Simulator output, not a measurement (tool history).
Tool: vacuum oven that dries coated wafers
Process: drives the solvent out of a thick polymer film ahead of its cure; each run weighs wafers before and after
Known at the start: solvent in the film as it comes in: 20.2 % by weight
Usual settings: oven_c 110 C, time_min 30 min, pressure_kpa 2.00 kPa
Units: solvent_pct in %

run 1 hour=0.0 | oven_c=110 time_min=30 pressure_kpa=2.00 | solvent_pct=2.67
run 2 hour=30.4 | oven_c=110 time_min=30 pressure_kpa=2.00 | solvent_pct=2.64
run 3 hour=55.4 | oven_c=110 time_min=30 pressure_kpa=1.21 | solvent_pct=2.42
run 4 hour=76.2 | oven_c=110 time_min=30 pressure_kpa=1.21 | solvent_pct=2.45
run 5 hour=108.5 | oven_c=110 time_min=30 pressure_kpa=2.93 | solvent_pct=2.96
run 6 hour=132.7 | oven_c=110 time_min=30 pressure_kpa=2.00 | solvent_pct=2.67
run 7 hour=165.5 | oven_c=110 time_min=30 pressure_kpa=2.00 | solvent_pct=2.66
run 8 hour=202.1 | oven_c=110 time_min=30 pressure_kpa=2.00 | solvent_pct=2.66
run 9 hour=239.9 | oven_c=110 time_min=30 pressure_kpa=2.00 | solvent_pct=2.66
run 10 hour=256.5 | oven_c=110 time_min=30 pressure_kpa=2.00 | solvent_pct=2.66
run 11 hour=293.4 | oven_c=97 time_min=30 pressure_kpa=2.00 | solvent_pct=5.39
run 12 hour=312.1 | oven_c=97 time_min=30 pressure_kpa=2.00 | solvent_pct=5.40
run 13 hour=337.0 | oven_c=97 time_min=30 pressure_kpa=2.00 | solvent_pct=5.37
run 14 hour=358.5 | oven_c=102 time_min=24 pressure_kpa=2.00 | solvent_pct=5.46
run 15 hour=375.3 | oven_c=102 time_min=24 pressure_kpa=2.00 | solvent_pct=5.40
run 16 hour=398.2 | oven_c=109 time_min=21 pressure_kpa=2.12 | solvent_pct=4.62
run 17 hour=415.5 | oven_c=109 time_min=21 pressure_kpa=2.12 | solvent_pct=4.63
run 18 hour=445.8 | oven_c=107 time_min=19 pressure_kpa=3.13 | solvent_pct=5.89
run 19 hour=466.3 | oven_c=107 time_min=19 pressure_kpa=3.13 | solvent_pct=5.93

4 ways to go on from here, each from the tool as it stands after run 19. What would each give?
run A hour=493.8 | oven_c=96 time_min=19 pressure_kpa=3.13 | solvent_pct=?
run B hour=493.8 | oven_c=122 time_min=45 pressure_kpa=1.69 | solvent_pct=?
run C hour=493.8 | oven_c=110 time_min=19 pressure_kpa=3.13 | solvent_pct=?
run D hour=493.8 | oven_c=107 time_min=26 pressure_kpa=3.73 | solvent_pct=?

run=A solvent_pct=8.62
run=B solvent_pct=0.53
run=C solvent_pct=5.20
run=D solvent_pct=4.43
Without the tool's hidden state the same runs would have given:
run=A solvent_pct=8.64
run=B solvent_pct=0.53
run=C solvent_pct=5.22
run=D solvent_pct=4.44

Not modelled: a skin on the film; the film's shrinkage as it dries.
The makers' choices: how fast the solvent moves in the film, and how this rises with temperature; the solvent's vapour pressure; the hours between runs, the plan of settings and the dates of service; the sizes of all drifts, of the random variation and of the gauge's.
